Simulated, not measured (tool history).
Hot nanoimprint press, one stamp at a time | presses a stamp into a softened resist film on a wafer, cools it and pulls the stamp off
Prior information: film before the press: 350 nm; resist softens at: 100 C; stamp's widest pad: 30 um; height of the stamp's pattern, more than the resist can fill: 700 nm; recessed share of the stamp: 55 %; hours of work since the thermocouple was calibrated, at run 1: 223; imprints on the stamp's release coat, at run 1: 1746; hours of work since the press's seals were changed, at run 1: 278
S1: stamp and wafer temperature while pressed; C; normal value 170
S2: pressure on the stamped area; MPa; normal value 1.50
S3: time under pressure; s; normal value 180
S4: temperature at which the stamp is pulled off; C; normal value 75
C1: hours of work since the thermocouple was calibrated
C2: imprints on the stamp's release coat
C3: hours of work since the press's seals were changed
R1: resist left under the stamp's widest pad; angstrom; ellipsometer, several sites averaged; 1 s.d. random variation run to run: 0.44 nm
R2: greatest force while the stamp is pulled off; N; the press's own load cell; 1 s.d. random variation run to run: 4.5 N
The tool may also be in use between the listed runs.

Run 1, day 0.000: usual settings; C1 223; C2 1746; C3 278. Result: R1 1582 angstrom, R2 224 N.
Run 2, day 0.412: usual settings but S3 137 s; C1 229; C2 1780; C3 284. Result: R1 1751 angstrom, R2 221 N.
At day 0.971: stamp cleaned and given a new release coat.
Run 3, day 1.067: usual settings; C1 235; C2 7; C3 290. Result: R1 1596 angstrom, R2 221 N.
Run 4, day 1.558: usual settings; C1 242; C2 47; C3 297. Result: R1 1593 angstrom, R2 220 N.
Run 5, day 2.008: usual settings; C1 249; C2 83; C3 304. Result: R1 1592 angstrom, R2 220 N.
Run 6, day 2.258: usual settings; C1 253; C2 103; C3 308. Result: R1 1580 angstrom, R2 218 N.
Run 7, day 2.633: usual settings; C1 258; C2 134; C3 314. Result: R1 1601 angstrom, R2 216 N.
Run 8, day 2.862: usual settings but S1 175 C; C1 262; C2 152; C3 317. Result: R1 1251 angstrom, R2 223 N.
Run 9, day 3.221: usual settings; C1 267; C2 181; C3 322. Result: R1 1592 angstrom, R2 219 N.
Run 10, day 3.462: usual settings but S4 61 C; C1 271; C2 201; C3 326. Result: R1 1601 angstrom, R2 284 N.
Run 11, day 3.912: usual settings but S2 1.38 MPa; C1 278; C2 237; C3 333. Result: R1 1657 angstrom, R2 223 N.
Run 12, day 4.183: usual settings but S2 1.38 MPa; C1 282; C2 259; C3 337. Result: R1 1660 angstrom, R2 214 N.
Run 13, day 4.546: usual settings but S2 1.38 MPa; C1 287; C2 288; C3 342. Result: R1 1669 angstrom, R2 217 N.
Run 14, day 4.938: usual settings but S2 1.38 MPa; C1 293; C2 320; C3 348. Result: R1 1666 angstrom, R2 216 N.
Run 15, day 5.429: usual settings but S1 172 C; C1 300; C2 360; C3 355. Result: R1 1449 angstrom, R2 218 N.
Run 16, day 5.875: usual settings but S1 172 C; C1 307; C2 396; C3 362. Result: R1 1463 angstrom, R2 216 N.
Run 17, day 6.125: usual settings but S1 160 C, S2 1.37 MPa, S3 93 s, S4 65 C; C1 311; C2 416; C3 366. Result: R1 2926 angstrom, R2 267 N.
Run 18, day 6.650: usual settings but S1 160 C, S2 1.37 MPa, S3 93 s, S4 65 C; C1 319; C2 458; C3 374. Result: R1 2933 angstrom, R2 259 N.
Run 19, day 6.917: usual settings but S1 160 C, S2 1.37 MPa, S3 93 s, S4 65 C; C1 322; C2 480; C3 378. Result: R1 2916 angstrom, R2 263 N.
Run 20, day 7.238: usual settings but S1 160 C, S2 1.37 MPa, S3 93 s, S4 65 C; C1 327; C2 505; C3 382. Result: R1 2912 angstrom, R2 255 N.
Run 21, day 7.588: usual settings but S1 160 C, S2 1.37 MPa, S3 93 s, S4 65 C; C1 333; C2 534; C3 388. Result: R1 2933 angstrom, R2 263 N.
Run 22, day 7.892: usual settings but S1 160 C, S2 1.37 MPa, S3 93 s, S4 65 C; C1 337; C2 558; C3 392. Result: R1 2937 angstrom, R2 266 N.
Run 23, day 8.154: usual settings but S1 176 C, S2 1.17 MPa, S3 160 s, S4 63 C; C1 341; C2 580; C3 396. Result: R1 1425 angstrom, R2 279 N.
Run 24, day 8.583: usual settings but S1 176 C, S2 1.98 MPa, S3 160 s, S4 63 C; C1 347; C2 614; C3 403. Result: R1 1096 angstrom, R2 277 N.
Run 25, day 8.892: usual settings but S1 176 C, S2 1.98 MPa, S3 160 s, S4 63 C; C1 352; C2 639; C3 407. Result: R1 1092 angstrom, R2 279 N.
Run 26, day 9.167: usual settings but S1 168 C; C1 356; C2 661; C3 411. Result: R1 1778 angstrom, R2 213 N.
Run 27, day 9.429: usual settings but S1 177 C, S2 1.30 MPa, S4 61 C; C1 360; C2 682; C3 415. Result: R1 1241 angstrom, R2 281 N.
At day 9.592: gauge calibrated.
Run 28, day 9.742: usual settings but S1 177 C, S2 1.30 MPa, S4 61 C; C1 365; C2 708; C3 420. Result: R1 1209 angstrom, R2 281 N.
Run 29, day 10.096: usual settings but S1 166 C, S2 1.57 MPa, S3 327 s, S4 83 C; C1 370; C2 736; C3 425. Result: R1 1520 angstrom, R2 176 N.

Alternative continuations, all from the tool just after run 29; predict every row:
Run A, day 10.379: usual settings but S1 166 C, S2 1.34 MPa, S3 99 s, S4 60 C; C1 374; C2 759; C3 429. Result: R1 ?, R2 ?.
Run B, day 10.379: usual settings but S2 1.01 MPa, S3 274 s; C1 374; C2 759; C3 429. Result: R1 ?, R2 ?.
Run C, day 10.379: usual settings but S1 179 C, S2 1.34 MPa, S3 327 s, S4 83 C; C1 374; C2 759; C3 429. Result: R1 ?, R2 ?.
Run D, day 10.379: usual settings but S1 166 C, S2 1.61 MPa, S3 327 s, S4 83 C; C1 374; C2 759; C3 429. Result: R1 ?, R2 ?.

run    R1   R2
  A  2390  286
  B  1638  221
  C   840  182
  D  1504  180
With no hidden state in the tool, these same runs would have given:
run    R1   R2
  A  2387  285
  B  1637  221
  C   839  182
  D  1503  179
